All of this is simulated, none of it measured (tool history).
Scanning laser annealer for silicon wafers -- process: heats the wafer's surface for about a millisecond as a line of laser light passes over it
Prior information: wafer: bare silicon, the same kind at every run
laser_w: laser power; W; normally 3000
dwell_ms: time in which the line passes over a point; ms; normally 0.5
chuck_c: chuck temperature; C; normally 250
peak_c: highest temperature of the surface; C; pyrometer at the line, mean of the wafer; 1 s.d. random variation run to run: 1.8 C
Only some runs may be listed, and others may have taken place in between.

run   hour  laser_w  dwell_ms  chuck_c  peak_c
  1    0.0     3000       0.5      250    1021
  2   36.2     3000       0.5      250    1022
  3   66.6     3000       0.5      215     985
  4  103.9     3000       0.5      250    1020
  5  146.7     3000       0.5      250    1022
  6  184.4     3000       0.5      250    1019
  7  204.9     2732       0.5      250     939
  8  233.4     2732       0.5      250     938
  9  263.0     2732       0.5      250     942

Run 10 has not been measured yet. What should we expect?
 10  299.4     2732       0.5      250       ?

Run 10 yielded peak_c 940 C.
With no hidden state in the tool, this same run would have given peak_c 941 C.

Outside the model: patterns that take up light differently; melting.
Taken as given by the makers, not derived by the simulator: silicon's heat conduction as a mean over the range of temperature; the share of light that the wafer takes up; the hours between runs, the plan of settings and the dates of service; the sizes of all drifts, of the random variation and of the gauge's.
